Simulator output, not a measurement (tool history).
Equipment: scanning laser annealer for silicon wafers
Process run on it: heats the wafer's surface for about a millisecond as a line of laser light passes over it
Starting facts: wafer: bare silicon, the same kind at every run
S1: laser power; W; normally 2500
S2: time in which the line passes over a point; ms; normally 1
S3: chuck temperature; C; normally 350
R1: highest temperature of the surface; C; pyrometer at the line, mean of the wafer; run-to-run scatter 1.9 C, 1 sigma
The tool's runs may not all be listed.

run	hour	S1	S2	S3	R1
1	0	2500	1	350	1120
2	44.3	2500	1	350	1117
3	114.9	2500	1	350	1115
4	179	2500	1	350	1113
5	272.8	2500	1	350	1110
# hour 282.8: window over the wafer cleaned
6	351.2	2500	1	350	1109
7	406.1	2500	0.94	357	1085
8	461	2500	0.94	357	1082
9	553.6	2500	0.94	357	1082
10	630.6	2146	0.84	350	933
# hour 718.6: window over the wafer cleaned, once more
11	735.9	2500	0.99	382	1143
12	820.4	2522	1	339	1110

What if the next run were any one of these 3? Each begins from the tool's condition after run 12:
A	867.2	2224	1	350	?
B	867.2	2560	1.1	314	?
C	867.2	2522	0.93	328	?

run	R1
A	1026
B	1132
C	1069
With the hidden condition removed and each run's random variation left untouched, the same runs would have given:
run	R1
A	1037
B	1145
C	1081
